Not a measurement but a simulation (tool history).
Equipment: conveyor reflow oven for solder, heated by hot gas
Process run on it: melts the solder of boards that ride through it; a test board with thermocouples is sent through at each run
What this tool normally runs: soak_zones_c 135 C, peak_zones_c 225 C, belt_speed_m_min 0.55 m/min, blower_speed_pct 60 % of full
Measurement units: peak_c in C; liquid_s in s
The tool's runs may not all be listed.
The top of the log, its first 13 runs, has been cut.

run     day  soak_zones_c  peak_zones_c  belt_speed_m_min  blower_speed_pct  hours of work since the flux was cleaned out  hours of work since the belt drive was overhauled  hours of work since the thermocouples were changed  peak_c  liquid_s
 14  35.729           135           225              0.55                60                                           226                                                499                                                 133   209.3      48.1
 15  37.325           135           225              0.55                60                                           250                                                523                                                 156   209.6      50.2
     40.562  -- flux residue cleaned out of gas plates and filters
 16  40.642           133           233              0.55                60                                             1                                                569                                                 202   217.5      57.7
 17  42.796           135           238             0.489                56                                            33                                                600                                                 234   224.9      70.5
 18  45.383           135           215             0.453                58                                            71                                                639                                                 272   205.5      59.7
 19  47.879           121           215              0.55                60                                           108                                                675                                                 309   199.4      34.5
 20  51.562           144           238             0.475                70                                           162                                                730                                                 363   226.6      77.6
 21  55.433           145           238             0.475                53                                           219                                                787                                                 420   224.3      77.1
 22  57.579           135           225             0.613                60                                           251                                                818                                                 452   205.7      40.1
       60.6  -- flux residue cleaned out of gas plates and filters
 23  60.671           133           231             0.477                60                                             1                                                861                                                 494   219.2      68.6
 24  62.417           149           231             0.477                82                                            27                                                887                                                 520   223.1      77.9
 25  64.362           149           220             0.477                60                                            55                                                915                                                 549   209.8      67.7
 26  66.875           134           225              0.55                70                                            93                                                952                                                 586   210.9      52.9
 27  69.083           127           225              0.55                68                                           125                                                985                                                 619   209.4      48.3
 28  72.004           127           225              0.55                67                                           168                                               1028                                                 662   208.4      47.9
 29  74.862           127           225              0.55                67                                           210                                               1070                                                 704   207.7      47.1
 30  76.596           145           225             0.645                67                                           236                                               1096                                                 729   206.5      42.6

3 ways to go on from here, each from the tool as it stands after run 30. What would each give?
  A  79.758           135           225              0.57                60                                           282                                               1142                                                 776       ?         ?
  B  79.758           132           228              0.55                77                                           282                                               1142                                                 776       ?         ?
  C  79.758           145           219             0.454                77                                           282                                               1142                                                 776       ?         ?

run  peak_c  liquid_s
  A   207.4      45.3
  B     211      52.8
  C   209.5      70.1
Stripped of hidden state, with their random variation kept, the same runs would have yielded:
run  peak_c  liquid_s
  A   211.4      48.7
  B   215.3      55.7
  C   213.2      72.7

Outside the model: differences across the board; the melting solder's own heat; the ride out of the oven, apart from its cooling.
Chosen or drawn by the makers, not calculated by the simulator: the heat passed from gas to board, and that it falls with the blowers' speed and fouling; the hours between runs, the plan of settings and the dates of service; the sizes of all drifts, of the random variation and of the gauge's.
